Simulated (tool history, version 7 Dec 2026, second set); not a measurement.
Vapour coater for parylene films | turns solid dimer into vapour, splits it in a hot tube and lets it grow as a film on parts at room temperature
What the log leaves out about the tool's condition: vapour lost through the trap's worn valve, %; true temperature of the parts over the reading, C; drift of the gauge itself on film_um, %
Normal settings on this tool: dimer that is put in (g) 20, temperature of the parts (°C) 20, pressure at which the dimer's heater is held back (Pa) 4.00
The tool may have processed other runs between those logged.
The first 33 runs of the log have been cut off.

run   hour  dimer that is put in (g)  temperature of the parts (°C)  pressure at which the dimer's heater is held back (Pa)  hours of work since the trap's valve was overhauled  hours of work since the table's thermometer was calibrated  thickness of the film (um)
 34  318.6                        20                             16                                                   11.46                                                  339                                                         247                        4.37
 35  325.8                        20                             16                                                   11.46                                                  344                                                         253                        4.33
 36  339.5                        32                             22                                                    4.83                                                  354                                                         263                        6.11
 37  354.5                        10                             13                                                    4.00                                                  365                                                         274                        2.79
 38  361.0                        11                             20                                                    4.00                                                  370                                                         279                        2.34
 39  373.4                        11                             20                                                    4.00                                                  379                                                         288                        2.28
 40  386.8                        13                             20                                                    6.82                                                  389                                                         298                        2.52
 41  393.6                        31                             14                                                    8.32                                                  394                                                         303                        7.46
 42  404.4                        31                             14                                                    8.32                                                  402                                                         311                        7.49
 43  413.0                        11                             20                                                    4.99                                                  409                                                         317                        2.30
 44  425.5                        11                             20                                                    4.99                                                  418                                                         327                        2.27
 45  435.7                        11                             20                                                    4.99                                                  426                                                         334                        2.24
 46  445.6                        11                             20                                                    4.99                                                  433                                                         342                        2.16
 47  452.6                        19                             20                                                    8.15                                                  438                                                         347                        3.58
 48  465.4                        28                             16                                                    4.00                                                  448                                                         356                        6.84

Alternative continuations, all from the tool just after run 48; predict every row:
  A  475.4                        15                             14                                                    4.00                                                  455                                                         364                           ?
  B  475.4                        12                             26                                                    4.00                                                  455                                                         364                           ?
  C  475.4                        26                             14                                                   10.91                                                  455                                                         364                           ?

run  thickness of the film (um)
  A                        3.97
  B                        1.94
  C                        6.02
With the hidden condition removed and each run's random variation left untouched, the same runs would have given:
run  thickness of the film (um)
  A                        4.37
  B                        2.14
  C                        6.63

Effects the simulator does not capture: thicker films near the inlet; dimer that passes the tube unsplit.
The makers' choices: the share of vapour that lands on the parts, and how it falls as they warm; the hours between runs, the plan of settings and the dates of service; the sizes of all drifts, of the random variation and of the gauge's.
